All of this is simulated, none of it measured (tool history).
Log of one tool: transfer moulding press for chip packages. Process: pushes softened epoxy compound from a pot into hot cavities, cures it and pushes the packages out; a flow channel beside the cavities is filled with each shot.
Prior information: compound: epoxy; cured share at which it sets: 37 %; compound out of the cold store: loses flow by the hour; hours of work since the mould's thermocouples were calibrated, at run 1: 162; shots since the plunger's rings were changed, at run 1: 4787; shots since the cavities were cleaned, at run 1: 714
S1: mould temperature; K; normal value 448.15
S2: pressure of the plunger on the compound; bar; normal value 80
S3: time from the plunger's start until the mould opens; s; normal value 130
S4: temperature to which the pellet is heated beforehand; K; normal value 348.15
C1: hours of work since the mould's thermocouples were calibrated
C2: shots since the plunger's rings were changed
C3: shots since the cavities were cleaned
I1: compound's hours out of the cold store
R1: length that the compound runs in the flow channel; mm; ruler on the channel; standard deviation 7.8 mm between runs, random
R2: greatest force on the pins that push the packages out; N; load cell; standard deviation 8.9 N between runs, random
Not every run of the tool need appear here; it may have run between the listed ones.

| run | hour | S1 | S2 | S3 | S4 | C1 | C2 | C3 | I1 | R1 | R2 |
|---|---|---|---|---|---|---|---|---|---|---|---|
| 1 | 0 | 448.15 | 80 | 130 | 348.15 | 162 | 4787 | 714 | 27.7 | 863 | 385 |
| 2 | 6.3 | 448.15 | 80 | 130 | 348.15 | 165 | 4830 | 757 | 29.6 | 855 | 385 |
| 3 | 14.1 | 448.15 | 80 | 130 | 348.15 | 169 | 4883 | 810 | 26.8 | 873 | 389 |
| 4 | 21.9 | 448.15 | 80 | 130 | 348.15 | 172 | 4936 | 863 | 38.6 | 831 | 378 |
| 5 | 34.3 | 448.15 | 80 | 130 | 348.15 | 178 | 5021 | 948 | 36.1 | 841 | 395 |
| 6 | 45.6 | 448.15 | 80 | 130 | 348.15 | 184 | 5098 | 1025 | 36.6 | 829 | 377 |
|  | 49 | cavities cleaned with cleaning compound and waxed |
| 7 | 53.4 | 448.15 | 80 | 169 | 348.15 | 187 | 5140 | 29 | 22 | 905 | 288 |
| 8 | 63.6 | 448.15 | 80 | 169 | 348.15 | 191 | 5210 | 99 | 40.6 | 822 | 289 |
| 9 | 73.2 | 451.15 | 62.9 | 169 | 353.15 | 196 | 5276 | 165 | 20.9 | 788 | 271 |
| 10 | 79.7 | 447.15 | 80 | 130 | 342.15 | 199 | 5320 | 209 | 35.9 | 851 | 414 |

4 ways to go on from here, each from the tool as it stands after run 10. What would each give?
| A | 86.3 | 447.15 | 97.5 | 130 | 342.15 | 202 | 5365 | 254 | 27.5 | ? | ? |
| B | 86.3 | 449.15 | 67.4 | 130 | 351.15 | 202 | 5365 | 254 | 11.5 | ? | ? |
| C | 86.3 | 447.15 | 90.2 | 121 | 342.15 | 202 | 5365 | 254 | 24 | ? | ? |
| D | 86.3 | 447.15 | 63.4 | 156 | 348.15 | 202 | 5365 | 254 | 15.5 | ? | ? |

| run | R1 | R2 |
|---|---|---|
| A | 965 | 426 |
| B | 839 | 388 |
| C | 957 | 492 |
| D | 813 | 311 |
What these runs would have given with no unlogged condition in the tool:
| run | R1 | R2 |
|---|---|---|
| A | 966 | 425 |
| B | 840 | 387 |
| C | 958 | 491 |
| D | 814 | 310 |
